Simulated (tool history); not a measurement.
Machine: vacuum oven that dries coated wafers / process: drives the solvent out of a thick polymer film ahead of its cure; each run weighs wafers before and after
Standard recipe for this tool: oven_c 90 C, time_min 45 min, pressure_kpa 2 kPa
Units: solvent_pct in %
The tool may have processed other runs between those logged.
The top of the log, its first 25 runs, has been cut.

run,hour,oven_c,time_min,pressure_kpa,solvent_pct
26,1004.8,83,58,6.07,4.2
27,1047.8,83,45,2,3.33
28,1078,90,67,4.13,1.89
29,1120.8,90,29,2,3.16
30,1159.3,90,29,2,3.25
31,1189.4,90,29,2,3.21
32,1212.6,84,75,1.13,1.31
33,1252.9,81,75,1.13,1.81
34,1292.7,82,33,1.91,4.97

Consider 5 possible next runs. They are alternatives, not a sequence: every one starts from the tool as it was left by run 34. What does each give?
A,1332.4,90,45,2.13,?
B,1332.4,95,33,1.91,?
C,1332.4,82,58,1.37,?
D,1332.4,82,55,2.23,?
E,1332.4,90,24,2,?

run,solvent_pct
A,1.83
B,1.66
C,2.41
D,2.89
E,4.07
Had the tool no hidden state, the same runs would have come out as:
run,solvent_pct
A,1.55
B,1.43
C,2.04
D,2.53
E,3.8
